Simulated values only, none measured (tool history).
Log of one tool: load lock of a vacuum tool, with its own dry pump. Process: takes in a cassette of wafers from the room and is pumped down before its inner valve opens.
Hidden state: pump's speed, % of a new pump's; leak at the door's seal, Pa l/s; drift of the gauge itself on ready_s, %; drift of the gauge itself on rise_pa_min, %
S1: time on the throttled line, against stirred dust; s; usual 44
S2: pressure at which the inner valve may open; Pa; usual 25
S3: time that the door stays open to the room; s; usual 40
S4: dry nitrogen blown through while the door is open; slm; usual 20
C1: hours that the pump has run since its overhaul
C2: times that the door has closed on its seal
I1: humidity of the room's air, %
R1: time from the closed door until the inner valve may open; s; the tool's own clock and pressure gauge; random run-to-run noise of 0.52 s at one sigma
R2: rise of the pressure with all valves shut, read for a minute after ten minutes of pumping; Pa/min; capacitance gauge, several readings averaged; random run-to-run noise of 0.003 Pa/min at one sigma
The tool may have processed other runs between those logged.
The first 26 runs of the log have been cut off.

| run | day | S1 | S2 | S3 | S4 | C1 | C2 | I1 | R1 | R2 |
|---|---|---|---|---|---|---|---|---|---|---|
| 27 | 355.296 | 79 | 19 | 89 | 5 | 9883 | 14706 | 44.1 | 102.1 | 0.045 |
| 28 | 372.588 | 79 | 19 | 89 | 5 | 10298 | 16342 | 42.8 | 101.4 | 0.042 |
| 29 | 383.004 | 28 | 29 | 89 | 4 | 10548 | 17328 | 44.0 | 57.2 | 0.050 |
| 30 | 392.471 | 28 | 29 | 89 | 4 | 10775 | 18224 | 43.0 | 57.5 | 0.047 |
| 31 | 409.950 | 24 | 29 | 179 | 4 | 11195 | 19878 | 44.0 | 54.0 | 0.072 |
| 32 | 427.379 | 24 | 29 | 179 | 4 | 11613 | 21528 | 44.8 | 53.6 | 0.072 |
| 33 | 436.904 | 32 | 39 | 30 | 14 | 11842 | 22429 | 45.5 | 59.4 | 0.020 |
| 34 | 446.950 | 32 | 39 | 30 | 33 | 12083 | 23380 | 44.8 | 59.9 | 0.020 |
| 35 | 458.779 | 44 | 45 | 40 | 27 | 12367 | 24499 | 46.0 | 68.7 | 0.025 |
| 36 | 477.150 | 44 | 45 | 40 | 27 | 12808 | 26238 | 47.2 | 68.5 | 0.024 |

Forecast each of these 3 alternatives for the next run:
| A | 496.383 | 44 | 37 | 40 | 20 | 13269 | 28058 | 48.3 | ? | ? |
| B | 496.383 | 23 | 45 | 36 | 20 | 13269 | 28058 | 48.5 | ? | ? |
| C | 496.383 | 44 | 38 | 26 | 20 | 13269 | 28058 | 42.3 | ? | ? |

| run | R1 | R2 |
|---|---|---|
| A | 69.6 | 0.027 |
| B | 51.1 | 0.025 |
| C | 69.2 | 0.019 |
What these runs would have given with no unlogged condition in the tool:
| run | R1 | R2 |
|---|---|---|
| A | 69.6 | 0.026 |
| B | 51.0 | 0.024 |
| C | 69.1 | 0.017 |
